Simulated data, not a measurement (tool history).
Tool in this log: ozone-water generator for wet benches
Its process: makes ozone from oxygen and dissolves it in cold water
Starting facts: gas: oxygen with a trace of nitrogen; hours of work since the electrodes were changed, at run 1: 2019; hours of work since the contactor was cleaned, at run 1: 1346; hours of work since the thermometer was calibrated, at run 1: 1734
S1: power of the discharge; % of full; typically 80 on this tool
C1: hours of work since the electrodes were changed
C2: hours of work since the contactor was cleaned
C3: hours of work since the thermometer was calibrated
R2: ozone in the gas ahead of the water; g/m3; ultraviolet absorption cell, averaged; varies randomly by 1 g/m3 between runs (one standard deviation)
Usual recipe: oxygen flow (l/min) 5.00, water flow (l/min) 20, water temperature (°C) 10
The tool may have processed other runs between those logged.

Run 1, day 0.000: usual settings; C1 2019; C2 1346; C3 1734. Result: dissolved ozone (ppm) 17.2, R2 177.4 g/m3.
Run 2, day 1.717: usual settings; C1 2061; C2 1388; C3 1775. Result: dissolved ozone (ppm) 17.2, R2 178.4 g/m3.
Run 3, day 3.362: usual settings; C1 2100; C2 1427; C3 1814. Result: dissolved ozone (ppm) 17.1, R2 177.9 g/m3.
Run 4, day 4.754: usual settings; C1 2133; C2 1460; C3 1848. Result: dissolved ozone (ppm) 17.1, R2 178.2 g/m3.
Run 5, day 6.654: usual settings; C1 2179; C2 1506; C3 1893. Result: dissolved ozone (ppm) 17.1, R2 177.7 g/m3.
Run 6, day 8.829: usual settings; C1 2231; C2 1558; C3 1946. Result: dissolved ozone (ppm) 17.1, R2 179.9 g/m3.
Run 7, day 10.050: usual settings; C1 2261; C2 1588; C3 1975. Result: dissolved ozone (ppm) 16.8, R2 177.5 g/m3.
Run 8, day 11.754: usual settings; C1 2302; C2 1628; C3 2016. Result: dissolved ozone (ppm) 17.0, R2 178.1 g/m3.
Run 9, day 12.812: usual settings; C1 2327; C2 1654; C3 2041. Result: dissolved ozone (ppm) 17.0, R2 180.5 g/m3.
Run 10, day 15.100: usual settings but oxygen flow (l/min) 5.73, water flow (l/min) 18, water temperature (°C) 17; C1 2382; C2 1709; C3 2096. Result: dissolved ozone (ppm) 17.5, R2 162.7 g/m3.
Run 11, day 16.775: usual settings but water temperature (°C) 17; C1 2422; C2 1749; C3 2136. Result: dissolved ozone (ppm) 15.7, R2 178.3 g/m3.
Run 12, day 19.017: usual settings but water flow (l/min) 31, water temperature (°C) 5; C1 2476; C2 1803; C3 2190. Result: dissolved ozone (ppm) 11.1, R2 178.5 g/m3.
Run 13, day 20.754: usual settings but water flow (l/min) 31, water temperature (°C) 5; C1 2517; C2 1844; C3 2232. Result: dissolved ozone (ppm) 11.0, R2 179.6 g/m3.
Run 14, day 22.862: usual settings but water flow (l/min) 29; C1 2568; C2 1895; C3 2282. Result: dissolved ozone (ppm) 11.4, R2 177.6 g/m3.
Run 15, day 24.475: usual settings but water flow (l/min) 29; C1 2607; C2 1934; C3 2321. Result: dissolved ozone (ppm) 11.5, R2 177.3 g/m3.

Run 16, settings as shown, results not yet in. Your forecast:
Run 16, day 26.479: usual settings but oxygen flow (l/min) 5.47, water flow (l/min) 29; C1 2655; C2 1982; C3 2369. Result: dissolved ozone (ppm) ?, R2 ?.

{"run 16": {"dissolved ozone (ppm)": 11.5, "R2": 168.4}}
On a tool with no hidden condition, and with the same random variation, this run would have come out at dissolved ozone (ppm) 11.6, R2 168.5 g/m3.
